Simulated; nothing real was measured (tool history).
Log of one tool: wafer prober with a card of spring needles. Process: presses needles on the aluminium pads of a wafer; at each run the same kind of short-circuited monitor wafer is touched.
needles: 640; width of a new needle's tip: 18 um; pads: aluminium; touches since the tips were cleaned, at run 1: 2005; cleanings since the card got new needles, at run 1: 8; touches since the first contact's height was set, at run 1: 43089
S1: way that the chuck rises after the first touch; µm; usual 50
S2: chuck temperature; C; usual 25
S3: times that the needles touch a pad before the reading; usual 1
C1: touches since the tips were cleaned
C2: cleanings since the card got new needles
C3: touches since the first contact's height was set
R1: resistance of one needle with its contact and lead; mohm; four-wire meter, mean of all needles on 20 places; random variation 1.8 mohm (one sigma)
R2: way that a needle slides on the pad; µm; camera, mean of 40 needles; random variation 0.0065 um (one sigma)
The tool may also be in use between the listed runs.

run,hour,S1,S2,S3,C1,C2,C3,R1,R2
1,0,50,25,1,2005,8,43089,191,7.929
# hour 4.8: tips cleaned on abrasive film
# hour 12.8: tips cleaned on abrasive film
# hour 19.2: tips cleaned on abrasive film
# hour 26.8: tips cleaned on abrasive film
2,26.8,50,25,1,0,12,62056,185,7.933
# hour 34.8: tips cleaned on abrasive film
# hour 41.2: tips cleaned on abrasive film
# hour 49.2: tips cleaned on abrasive film
# hour 52.6: height of the first contact set anew
# hour 57.4: tips cleaned on abrasive film
3,62.2,50,25,1,3434,16,6823,188,7.907
# hour 63.9: tips cleaned on abrasive film
# hour 71.9: tips cleaned on abrasive film
# hour 78.3: tips cleaned on abrasive film
# hour 84.7: tips cleaned on abrasive film
# hour 91.1: tips cleaned on abrasive film
4,95.4,50,100,1,3121,21,30277,208,7.89
# hour 98.7: tips cleaned on abrasive film
# hour 106.6: tips cleaned on abrasive film
# hour 114.6: tips cleaned on abrasive film
5,119.6,50,100,1,3573,24,47405,208,7.891
# hour 121.3: tips cleaned on abrasive film
# hour 127.7: tips cleaned on abrasive film
# hour 135.6: tips cleaned on abrasive film
# hour 143.6: tips cleaned on abrasive film
# hour 151.6: tips cleaned on abrasive film
6,157.5,50,25,1,4272,29,74245,187,7.883
# hour 159.2: tips cleaned on abrasive film
# hour 165.6: tips cleaned on abrasive film
# hour 165.9: height of the first contact set anew
# hour 173.9: tips cleaned on abrasive film
7,174.6,50,25,1,566,32,6214,187,7.88
# hour 181: tips cleaned on abrasive film
# hour 189: tips cleaned on abrasive film
# hour 197: tips cleaned on abrasive film
# hour 205: tips cleaned on abrasive film
8,208.2,50,25,1,2311,36,29989,188,7.862
# hour 211.4: tips cleaned on abrasive film
# hour 219.4: tips cleaned on abrasive film
# hour 225.8: tips cleaned on abrasive film
# hour 232.2: tips cleaned on abrasive film
9,237.8,50,25,1,4018,40,50939,189,7.848
# hour 239.5: tips cleaned on abrasive film
# hour 247.4: tips cleaned on abrasive film
# hour 255.4: tips cleaned on abrasive film
10,259.3,50,25,1,2834,43,66189,186,7.855
# hour 262.6: tips cleaned on abrasive film
# hour 269: tips cleaned on abrasive film
# hour 277: tips cleaned on abrasive film
# hour 278.8: height of the first contact set anew
# hour 283.6: tips cleaned on abrasive film
11,287.1,50,25,1,2449,47,5838,188,7.832
# hour 290.3: tips cleaned on abrasive film
# hour 296.7: tips cleaned on abrasive film
# hour 304.7: tips cleaned on abrasive film
12,310.1,50,25,1,3877,50,22145,193,7.832
# hour 311.8: tips cleaned on abrasive film
# hour 318.2: tips cleaned on abrasive film
# hour 326.1: tips cleaned on abrasive film
13,328.2,50,25,1,1457,53,34898,189,7.827
# hour 333: tips cleaned on abrasive film
# hour 340.9: tips cleaned on abrasive film
# hour 348.9: tips cleaned on abrasive film
# hour 356.9: tips cleaned on abrasive film
# hour 364.8: tips cleaned on abrasive film
14,365.3,50,25,2,383,58,61206,188,7.819
# hour 371.7: tips cleaned on abrasive film
# hour 378.1: tips cleaned on abrasive film
# hour 386.1: tips cleaned on abrasive film
15,387.7,50,25,2,1161,61,77023,190,7.805
# hour 392.5: tips cleaned on abrasive film
# hour 392.8: height of the first contact set anew
# hour 400.8: tips cleaned on abrasive film
# hour 408.4: tips cleaned on abrasive film
16,408.4,52,75,1,0,64,11027,201,8.121
# hour 414.8: tips cleaned on abrasive film
# hour 421.2: tips cleaned on abrasive film
17,425.6,56,25,1,3184,66,23249,184,8.752
# hour 428.9: tips cleaned on abrasive film
# hour 436.9: tips cleaned on abrasive film
# hour 443.3: tips cleaned on abrasive film
# hour 451.2: tips cleaned on abrasive film
# hour 457.6: tips cleaned on abrasive film
18,462.7,45,39,1,3658,71,49493,194,7.006
# hour 464.4: tips cleaned on abrasive film
# hour 472.3: tips cleaned on abrasive film
# hour 478.7: tips cleaned on abrasive film
# hour 486.7: tips cleaned on abrasive film
# hour 493.5: tips cleaned on abrasive film
19,493.5,34,35,1,0,76,71191,203,5.293
# hour 501.4: tips cleaned on abrasive film
# hour 506.4: height of the first contact set anew
# hour 509.7: tips cleaned on abrasive film
# hour 516.1: tips cleaned on abrasive film
20,521.7,42,35,1,4012,79,10790,195,6.518
# hour 523.4: tips cleaned on abrasive film
# hour 529.8: tips cleaned on abrasive film
# hour 536.2: tips cleaned on abrasive film
21,538.6,59,46,2,1736,82,22692,191,9.172
# hour 543.4: tips cleaned on abrasive film
# hour 549.8: tips cleaned on abrasive film
# hour 556.2: tips cleaned on abrasive film
22,556.3,51,55,1,136,85,35226,196,7.915
# hour 562.8: tips cleaned on abrasive film
# hour 570.7: tips cleaned on abrasive film
# hour 577.1: tips cleaned on abrasive film
# hour 585.1: tips cleaned on abrasive film
# hour 591.5: tips cleaned on abrasive film
23,593.7,31,98,1,1555,90,61640,224,4.806
# hour 598.5: tips cleaned on abrasive film
# hour 604.9: tips cleaned on abrasive film
# hour 612.9: tips cleaned on abrasive film
24,616.5,31,98,1,2596,93,77793,223,4.793
# hour 619.7: tips cleaned on abrasive film
# hour 620: height of the first contact set anew
# hour 626.4: tips cleaned on abrasive film
# hour 634.4: tips cleaned on abrasive film
25,640,31,98,1,3985,96,14152,227,4.794
# hour 641.6: tips cleaned on abrasive film
# hour 648: tips cleaned on abrasive film
# hour 656: tips cleaned on abrasive film
# hour 664: tips cleaned on abrasive film
# hour 671.9: tips cleaned on abrasive film
26,676.4,32,27,3,3199,101,39945,202,4.941

3 ways to go on from here, each from the tool as it stands after run 26. What would each give?
# hour 679.6: tips cleaned on abrasive film
# hour 686: tips cleaned on abrasive film
# hour 694: tips cleaned on abrasive film
A,699.4,38,39,2,3839,104,56209,?,?
# hour 679.6: tips cleaned on abrasive film
# hour 686: tips cleaned on abrasive film
# hour 694: tips cleaned on abrasive film
B,699.4,50,34,1,3839,104,56209,?,?
# hour 679.6: tips cleaned on abrasive film
# hour 686: tips cleaned on abrasive film
# hour 694: tips cleaned on abrasive film
C,699.4,50,76,2,3839,104,56209,?,?

run,R1,R2
A,200,5.863
B,189,7.721
C,196,7.721
Without the tool's hidden state the same runs would have given:
run,R1,R2
A,200,6.023
B,188,7.931
C,196,7.931
